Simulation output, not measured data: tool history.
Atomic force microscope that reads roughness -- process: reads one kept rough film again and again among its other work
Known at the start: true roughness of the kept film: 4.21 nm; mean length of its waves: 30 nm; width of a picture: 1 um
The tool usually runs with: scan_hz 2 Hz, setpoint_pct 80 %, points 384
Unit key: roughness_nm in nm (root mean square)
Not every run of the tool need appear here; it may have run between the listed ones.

run    hour  scan_hz  setpoint_pct  points  roughness_nm
  1       0        2            80     384         2.402
  2    43.6        2            80     384         2.252
       71.8  -- new tip fitted
  3     109        2            72     384         3.062
  4   153.1        2            80     384         2.684
  5   231.9        2            80     384         2.324
      270.3  -- new tip fitted
  6   300.9        2            80     384         2.973
  7   335.8        2            80     384         2.797
  8     390        2            80     384          2.52
  9   444.6        2            65     384         2.398
      474.1  -- new tip fitted
 10   505.8        2            80     384         2.968
 11   537.6        2            79     384         2.803
 12   569.9        2            80     384           2.6
 13   604.3        2            80     384         2.469
      674.7  -- new tip fitted
 14   677.4        2            76     384         3.261
 15     753        2            76     384         2.791
 16   789.9        2            76     384         2.626
 17   853.8        2            76     384         2.317
      872.6  -- new tip fitted
 18   921.9        2            76     384         2.952
 19     964        2            80     416         2.655
 20  1030.2        2            80     416         2.337
     1073.9  -- new tip fitted
 21  1102.9        2            80     569         3.094
 22  1179.9     1.08            70     384         2.782
 23  1229.3        2            71     286         2.481
     1277.6  -- new tip fitted
 24  1308.6     3.45            87     509         2.644
 25  1382.8     3.45            87     509         2.256
 26  1442.9        2            83     590         2.286
       1476  -- new tip fitted
 27  1511.2        2            83     590          2.96
 28  1572.4        2            61     590          2.82
 29  1619.5     1.56            61     839         2.635
     1674.5  -- new tip fitted
 30  1675.4     1.56            61     839         3.531
 31  1749.3     1.14            70     342         2.956
 32  1810.1     1.14            70     342         2.643
     1873.5  -- new tip fitted
 33  1874.9        2            74     985         3.319
 34  1913.9     1.54            74     509         3.071
 35  1986.1     1.54            90     394         2.482
 36  2039.1     3.54            60     394         2.427
     2074.6  -- new tip fitted
     2089.9  -- height scale calibrated on a step standard
 37  2109.6     3.54            60     394         3.057
 38  2158.3     3.54            60     394         2.777
 39  2197.4     3.54            83     564         2.255
 40  2248.4        2            63     309           2.4
     2279.2  -- new tip fitted
 41  2299.8        2            70     309         3.121
 42  2361.1        2            70     309          2.75

Below are 3 alternative next runs, each starting from the tool's condition after run 42. Predict each:
  A  2395.5        2            80     883             ?
  B  2395.5     1.73            70     309             ?
  C  2395.5        2            85     684             ?

run  roughness_nm
  A         2.499
  B          2.61
  C         2.442
The same runs, with their run-to-run variation unchanged, on a tool lacking any hidden condition would have given:
run  roughness_nm
  A         3.203
  B         3.345
  C         3.128
